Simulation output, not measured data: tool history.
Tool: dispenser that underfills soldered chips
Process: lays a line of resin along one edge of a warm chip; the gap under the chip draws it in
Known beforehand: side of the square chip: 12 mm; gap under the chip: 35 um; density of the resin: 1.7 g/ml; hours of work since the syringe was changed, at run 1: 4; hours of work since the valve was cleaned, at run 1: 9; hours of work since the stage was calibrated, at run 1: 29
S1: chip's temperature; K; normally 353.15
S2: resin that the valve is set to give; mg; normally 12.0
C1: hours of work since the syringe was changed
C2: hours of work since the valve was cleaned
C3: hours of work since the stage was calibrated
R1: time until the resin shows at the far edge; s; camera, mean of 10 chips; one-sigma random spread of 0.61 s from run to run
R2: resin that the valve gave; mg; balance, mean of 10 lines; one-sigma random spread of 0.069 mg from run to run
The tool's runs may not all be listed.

run,day,S1,S2,C1,C2,C3,R1,R2
1,0.000,353.15,12.0,4,9,29,64.3,11.81
# day 0.150: new syringe of resin
2,0.317,353.15,12.0,3,14,34,60.7,12.03
# day 0.529: new syringe of resin
3,0.633,353.15,12.0,2,19,39,58.7,11.79
# day 0.912: new syringe of resin
4,0.912,353.15,13.1,0,23,44,52.3,12.81
# day 1.296: new syringe of resin
5,1.392,353.15,10.7,2,31,52,60.7,10.40
# day 1.683: new syringe of resin
6,1.850,349.15,12.0,3,39,59,76.3,11.53
# day 2.058: new syringe of resin
7,2.342,355.15,12.0,5,47,67,64.1,11.55
# day 2.438: new syringe of resin
8,2.767,355.15,12.0,6,54,74,64.5,11.48
# day 2.817: new syringe of resin
9,3.100,353.15,12.0,5,59,80,68.5,11.46
# day 3.196: new syringe of resin
10,3.488,353.15,12.1,5,66,86,70.5,11.45
# day 3.575: new syringe of resin
11,3.929,353.15,10.6,6,73,93,78.4,9.97
# day 3.975: new syringe of resin
# day 4.129: dispensing valve cleaned and set on the balance
# day 4.417: new syringe of resin
12,4.450,353.15,12.0,1,5,101,54.5,11.99
# day 4.796: new syringe of resin
13,4.917,353.15,12.0,2,13,108,59.7,11.87
# day 5.183: new syringe of resin
14,5.342,353.15,12.0,3,20,115,62.4,11.83
# day 5.567: new syringe of resin
15,5.654,368.15,11.4,1,25,120,29.2,11.33
16,5.871,353.15,10.5,5,29,124,74.2,10.30
# day 5.946: new syringe of resin
17,6.221,361.15,10.9,5,34,130,47.8,10.66
# day 6.338: new syringe of resin
18,6.533,341.15,11.0,3,39,135,124.0,10.78
# day 6.725: new syringe of resin
19,6.912,342.15,11.8,3,46,141,114.2,11.39
# day 7.112: new syringe of resin
20,7.212,342.15,11.8,2,50,146,105.5,11.47
# day 7.492: new syringe of resin
21,7.696,342.15,11.8,3,58,154,120.5,11.22
# day 7.896: new syringe of resin
22,7.929,358.15,13.0,1,62,158,42.9,12.45
# day 8.296: new syringe of resin
23,8.362,358.15,13.0,1,69,165,44.3,12.49
# day 8.683: new syringe of resin
24,8.688,340.15,14.0,0,74,170,107.1,13.22
# day 8.775: dispensing valve cleaned and set on the balance
# day 9.108: new syringe of resin
25,9.229,341.15,14.1,2,7,178,114.2,13.99
# day 9.496: new syringe of resin
26,9.592,344.15,15.0,2,13,184,93.7,14.83
# day 9.888: new syringe of resin
27,9.950,344.15,15.0,1,19,190,89.5,14.66

Take each entry between the runs: how does the hidden state at the last listed run before it differ from the hidden state at the first listed run after it?
Runs 1 to 2: new syringe of resin (day 0.150)
  resin's viscosity, % of fresh resin's: 121.2 -> 113.1; dose that the valve gives, % of what is set: 99.08 -> 98.72; true chip temperature over the reading, C: -0.19 -> -0.21
  what was measured, less what the result would be without the hidden state, R1: +11.8 -> +7.8 s; R2: -0.11 -> -0.15 mg
Runs 2 to 3: new syringe of resin (day 0.529)
  resin's viscosity, % of fresh resin's: 113.1 -> 108.4; dose that the valve gives, % of what is set: 98.72 -> 98.36; true chip temperature over the reading, C: -0.21 -> -0.23
  what was measured, less what the result would be without the hidden state, R1: +7.8 -> +5.4 s; R2: -0.15 -> -0.20 mg
Runs 3 to 4: new syringe of resin (day 0.912)
  resin's viscosity, % of fresh resin's: 108.4 -> 99.8; dose that the valve gives, % of what is set: 98.36 -> 98.04; true chip temperature over the reading, C: -0.23 -> -0.24
  what was measured, less what the result would be without the hidden state, R1: +5.4 -> +0.7 s; R2: -0.20 -> -0.26 mg
Runs 4 to 5: new syringe of resin (day 1.296)
  resin's viscosity, % of fresh resin's: 99.8 -> 109.6; dose that the valve gives, % of what is set: 98.04 -> 97.46; true chip temperature over the reading, C: -0.24 -> -0.27
  what was measured, less what the result would be without the hidden state, R1: +0.7 -> +6.6 s; R2: -0.26 -> -0.27 mg
Runs 5 to 6: new syringe of resin (day 1.683)
  resin's viscosity, % of fresh resin's: 109.6 -> 115.1; dose that the valve gives, % of what is set: 97.46 -> 96.95; true chip temperature over the reading, C: -0.27 -> -0.29
  what was measured, less what the result would be without the hidden state, R1: +6.6 -> +11.6 s; R2: -0.27 -> -0.36 mg
Runs 6 to 7: new syringe of resin (day 2.058)
  resin's viscosity, % of fresh resin's: 115.1 -> 128; dose that the valve gives, % of what is set: 96.95 -> 96.32; true chip temperature over the reading, C: -0.29 -> -0.32
  what was measured, less what the result would be without the hidden state, R1: +11.6 -> +15.2 s; R2: -0.36 -> -0.44 mg
Runs 7 to 8: new syringe of resin (day 2.438)
  resin's viscosity, % of fresh resin's: 128 -> 134; dose that the valve gives, % of what is set: 96.32 -> 95.78; true chip temperature over the reading, C: -0.32 -> -0.34
  what was measured, less what the result would be without the hidden state, R1: +15.2 -> +17.7 s; R2: -0.44 -> -0.50 mg
Runs 8 to 9: new syringe of resin (day 2.817)
  resin's viscosity, % of fresh resin's: 134 -> 126.1; dose that the valve gives, % of what is set: 95.78 -> 95.36; true chip temperature over the reading, C: -0.34 -> -0.36
  what was measured, less what the result would be without the hidden state, R1: +17.7 -> +15.8 s; R2: -0.50 -> -0.55 mg
Runs 9 to 10: new syringe of resin (day 3.196)
  resin's viscosity, % of fresh resin's: 126.1 -> 128.5; dose that the valve gives, % of what is set: 95.36 -> 94.91; true chip temperature over the reading, C: -0.36 -> -0.38
  what was measured, less what the result would be without the hidden state, R1: +15.8 -> +17.3 s; R2: -0.55 -> -0.62 mg
Runs 10 to 11: new syringe of resin (day 3.575)
  resin's viscosity, % of fresh resin's: 128.5 -> 137.8; dose that the valve gives, % of what is set: 94.91 -> 94.35; true chip temperature over the reading, C: -0.38 -> -0.4
  what was measured, less what the result would be without the hidden state, R1: +17.3 -> +24.0 s; R2: -0.62 -> -0.59 mg
Runs 11 to 12: new syringe of resin (day 3.975); dispensing valve cleaned and set on the balance (day 4.129); new syringe of resin (day 4.417)
  resin's viscosity, % of fresh resin's: 137.8 -> 102.6; dose that the valve gives, % of what is set: 94.35 -> 99.72; true chip temperature over the reading, C: -0.4 -> -0.43
  what was measured, less what the result would be without the hidden state, R1: +24.0 -> +2.6 s; R2: -0.59 -> -0.03 mg
Runs 12 to 13: new syringe of resin (day 4.796)
  resin's viscosity, % of fresh resin's: 102.6 -> 111.4; dose that the valve gives, % of what is set: 99.72 -> 99.21; true chip temperature over the reading, C: -0.43 -> -0.45
  what was measured, less what the result would be without the hidden state, R1: +2.6 -> +7.5 s; R2: -0.03 -> -0.10 mg
Runs 13 to 14: new syringe of resin (day 5.183)
  resin's viscosity, % of fresh resin's: 111.4 -> 115.3; dose that the valve gives, % of what is set: 99.21 -> 98.71; true chip temperature over the reading, C: -0.45 -> -0.47
  what was measured, less what the result would be without the hidden state, R1: +7.5 -> +9.7 s; R2: -0.10 -> -0.16 mg
Runs 14 to 15: new syringe of resin (day 5.567)
  resin's viscosity, % of fresh resin's: 115.3 -> 108.2; dose that the valve gives, % of what is set: 98.71 -> 98.35; true chip temperature over the reading, C: -0.47 -> -0.49
  what was measured, less what the result would be without the hidden state, R1: +9.7 -> +2.9 s; R2: -0.16 -> -0.19 mg
Runs 16 to 17: new syringe of resin (day 5.946)
  resin's viscosity, % of fresh resin's: 129.8 -> 128.3; dose that the valve gives, % of what is set: 98.1 -> 97.67; true chip temperature over the reading, C: -0.5 -> -0.52
  what was measured, less what the result would be without the hidden state, R1: +18.8 -> +11.8 s; R2: -0.20 -> -0.26 mg
Runs 17 to 18: new syringe of resin (day 6.338)
  resin's viscosity, % of fresh resin's: 128.3 -> 117.1; dose that the valve gives, % of what is set: 97.67 -> 97.32; true chip temperature over the reading, C: -0.52 -> -0.54
  what was measured, less what the result would be without the hidden state, R1: +11.8 -> +22.1 s; R2: -0.26 -> -0.29 mg
Runs 18 to 19: new syringe of resin (day 6.725)
  resin's viscosity, % of fresh resin's: 117.1 -> 117.5; dose that the valve gives, % of what is set: 97.32 -> 96.88; true chip temperature over the reading, C: -0.54 -> -0.56
  what was measured, less what the result would be without the hidden state, R1: +22.1 -> +20.7 s; R2: -0.29 -> -0.37 mg
Runs 19 to 20: new syringe of resin (day 7.112)
  resin's viscosity, % of fresh resin's: 117.5 -> 108.3; dose that the valve gives, % of what is set: 96.88 -> 96.53; true chip temperature over the reading, C: -0.56 -> -0.58
  what was measured, less what the result would be without the hidden state, R1: +20.7 -> +12.0 s; R2: -0.37 -> -0.41 mg
Runs 20 to 21: new syringe of resin (day 7.492)
  resin's viscosity, % of fresh resin's: 108.3 -> 119.3; dose that the valve gives, % of what is set: 96.53 -> 95.94; true chip temperature over the reading, C: -0.58 -> -0.61
  what was measured, less what the result would be without the hidden state, R1: +12.0 -> +23.8 s; R2: -0.41 -> -0.47 mg
Runs 21 to 22: new syringe of resin (day 7.896)
  resin's viscosity, % of fresh resin's: 119.3 -> 102.7; dose that the valve gives, % of what is set: 95.94 -> 95.67; true chip temperature over the reading, C: -0.61 -> -0.62
  what was measured, less what the result would be without the hidden state, R1: +23.8 -> +2.7 s; R2: -0.47 -> -0.56 mg
Runs 22 to 23: new syringe of resin (day 8.296)
  resin's viscosity, % of fresh resin's: 102.7 -> 105.1; dose that the valve gives, % of what is set: 95.67 -> 95.15; true chip temperature over the reading, C: -0.62 -> -0.64
  what was measured, less what the result would be without the hidden state, R1: +2.7 -> +3.9 s; R2: -0.56 -> -0.63 mg
Runs 23 to 24: new syringe of resin (day 8.683)
  resin's viscosity, % of fresh resin's: 105.1 -> 100.7; dose that the valve gives, % of what is set: 95.15 -> 94.76; true chip temperature over the reading, C: -0.64 -> -0.66
  what was measured, less what the result would be without the hidden state, R1: +3.9 -> +5.2 s; R2: -0.63 -> -0.74 mg
Runs 24 to 25: dispensing valve cleaned and set on the balance (day 8.775); new syringe of resin (day 9.108)
  resin's viscosity, % of fresh resin's: 100.7 -> 111.5; dose that the valve gives, % of what is set: 94.76 -> 99.3; true chip temperature over the reading, C: -0.66 -> -0.69
  what was measured, less what the result would be without the hidden state, R1: +5.2 -> +15.7 s; R2: -0.74 -> -0.10 mg
Runs 25 to 26: new syringe of resin (day 9.496)
  resin's viscosity, % of fresh resin's: 111.5 -> 108.3; dose that the valve gives, % of what is set: 99.3 -> 98.89; true chip temperature over the reading, C: -0.69 -> -0.71
  what was measured, less what the result would be without the hidden state, R1: +15.7 -> +10.5 s; R2: -0.10 -> -0.17 mg
Runs 26 to 27: new syringe of resin (day 9.888)
  resin's viscosity, % of fresh resin's: 108.3 -> 104.9; dose that the valve gives, % of what is set: 98.89 -> 98.45; true chip temperature over the reading, C: -0.71 -> -0.73
  what was measured, less what the result would be without the hidden state, R1: +10.5 -> +7.6 s; R2: -0.17 -> -0.23 mg
